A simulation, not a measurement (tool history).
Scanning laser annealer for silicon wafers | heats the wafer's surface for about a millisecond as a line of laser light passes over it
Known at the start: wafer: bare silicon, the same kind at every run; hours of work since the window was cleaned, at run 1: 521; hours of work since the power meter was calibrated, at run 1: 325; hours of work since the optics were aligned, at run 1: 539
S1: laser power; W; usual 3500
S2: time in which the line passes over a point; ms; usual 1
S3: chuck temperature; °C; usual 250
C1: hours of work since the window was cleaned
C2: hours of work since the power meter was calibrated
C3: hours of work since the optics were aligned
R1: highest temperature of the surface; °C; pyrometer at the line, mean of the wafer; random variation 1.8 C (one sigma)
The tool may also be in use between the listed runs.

run 1 hour=0 | S1=3500 S2=1 S3=250 | C1=521 C2=325 C3=539 | R1=997
run 2 hour=22.7 | S1=3500 S2=1 S3=289 | C1=534 C2=338 C3=552 | R1=1033
run 3 hour=45.2 | S1=3500 S2=1 S3=289 | C1=546 C2=350 C3=565 | R1=1032
run 4 hour=68.2 | S1=3500 S2=1 S3=289 | C1=559 C2=363 C3=578 | R1=1037
run 5 hour=90 | S1=3500 S2=1 S3=289 | C1=571 C2=376 C3=590 | R1=1036
run 6 hour=101.9 | S1=3500 S2=1 S3=289 | C1=578 C2=382 C3=597 | R1=1035
run 7 hour=115.4 | S1=3500 S2=0.9 S3=250 | C1=586 C2=390 C3=604 | R1=960
run 8 hour=138.1 | S1=3500 S2=1 S3=250 | C1=599 C2=403 C3=617 | R1=995
run 9 hour=148.9 | S1=3500 S2=1 S3=250 | C1=605 C2=409 C3=623 | R1=995
run 10 hour=159.6 | S1=3500 S2=1 S3=250 | C1=611 C2=415 C3=629 | R1=996
run 11 hour=171.2 | S1=3500 S2=1 S3=250 | C1=617 C2=421 C3=636 | R1=996
run 12 hour=190.2 | S1=3500 S2=0.93 S3=250 | C1=628 C2=432 C3=646 | R1=972
-- hour=193.4 window over the wafer cleaned
run 13 hour=208.4 | S1=3500 S2=0.93 S3=250 | C1=8 C2=441 C3=656 | R1=975
run 14 hour=221.9 | S1=3500 S2=0.93 S3=250 | C1=16 C2=449 C3=663 | R1=972
run 15 hour=239.9 | S1=3500 S2=0.93 S3=250 | C1=26 C2=459 C3=673 | R1=971
run 16 hour=263 | S1=3500 S2=0.93 S3=250 | C1=39 C2=472 C3=686 | R1=976
run 17 hour=274.2 | S1=3500 S2=0.93 S3=250 | C1=46 C2=478 C3=693 | R1=973
run 18 hour=297.8 | S1=3500 S2=0.93 S3=250 | C1=59 C2=492 C3=706 | R1=971
run 19 hour=321.2 | S1=3500 S2=0.93 S3=250 | C1=72 C2=505 C3=719 | R1=972
run 20 hour=332.7 | S1=3042 S2=0.93 S3=250 | C1=78 C2=511 C3=726 | R1=877
run 21 hour=343.4 | S1=3042 S2=0.93 S3=250 | C1=85 C2=517 C3=732 | R1=875
run 22 hour=357.8 | S1=3042 S2=0.93 S3=250 | C1=93 C2=525 C3=740 | R1=875
run 23 hour=370.3 | S1=3042 S2=0.93 S3=250 | C1=100 C2=532 C3=747 | R1=876
run 24 hour=382.3 | S1=3042 S2=0.93 S3=250 | C1=106 C2=539 C3=754 | R1=880
run 25 hour=396.4 | S1=3165 S2=1.14 S3=250 | C1=114 C2=547 C3=761 | R1=965
run 26 hour=413.6 | S1=3681 S2=1 S3=258 | C1=124 C2=557 C3=771 | R1=1043
run 27 hour=430.5 | S1=3681 S2=1 S3=258 | C1=134 C2=566 C3=781 | R1=1044
run 28 hour=450.1 | S1=3112 S2=1.09 S3=241 | C1=145 C2=577 C3=792 | R1=926
run 29 hour=465.2 | S1=3465 S2=1.01 S3=232 | C1=153 C2=586 C3=800 | R1=972
run 30 hour=475.1 | S1=3022 S2=1 S3=238 | C1=159 C2=591 C3=806 | R1=881
run 31 hour=488.8 | S1=3022 S2=1 S3=238 | C1=166 C2=599 C3=814 | R1=878
run 32 hour=506.1 | S1=3022 S2=1 S3=238 | C1=176 C2=609 C3=823 | R1=878
run 33 hour=524 | S1=3777 S2=1 S3=273 | C1=186 C2=619 C3=833 | R1=1080
run 34 hour=538.5 | S1=3737 S2=1 S3=238 | C1=194 C2=627 C3=842 | R1=1035
run 35 hour=552.1 | S1=3500 S2=0.89 S3=250 | C1=202 C2=635 C3=849 | R1=959
run 36 hour=566.7 | S1=3500 S2=0.98 S3=225 | C1=210 C2=643 C3=857 | R1=965
run 37 hour=580.5 | S1=3775 S2=0.98 S3=257 | C1=218 C2=651 C3=865 | R1=1057
run 38 hour=595.7 | S1=3377 S2=1.13 S3=276 | C1=227 C2=659 C3=874 | R1=1031
run 39 hour=613.5 | S1=3377 S2=1.13 S3=276 | C1=237 C2=669 C3=884 | R1=1035
run 40 hour=636.8 | S1=3377 S2=1.13 S3=276 | C1=250 C2=683 C3=897 | R1=1037
run 41 hour=657.2 | S1=3187 S2=1.06 S3=271 | C1=261 C2=694 C3=908 | R1=967
run 42 hour=669.4 | S1=3283 S2=0.9 S3=279 | C1=268 C2=701 C3=915 | R1=945

3 ways to go on from here, each from the tool as it stands after run 42. What would each give?
run A hour=684.9 | S1=3344 S2=0.9 S3=238 | C1=277 C2=710 C3=924 | R1=?
run B hour=684.9 | S1=3500 S2=0.96 S3=285 | C1=277 C2=710 C3=924 | R1=?
run C hour=684.9 | S1=2998 S2=1 S3=250 | C1=277 C2=710 C3=924 | R1=?

run=A R1=918
run=B R1=1018
run=C R1=886
Without the tool's hidden state the same runs would have given:
run=A R1=918
run=B R1=1018
run=C R1=886

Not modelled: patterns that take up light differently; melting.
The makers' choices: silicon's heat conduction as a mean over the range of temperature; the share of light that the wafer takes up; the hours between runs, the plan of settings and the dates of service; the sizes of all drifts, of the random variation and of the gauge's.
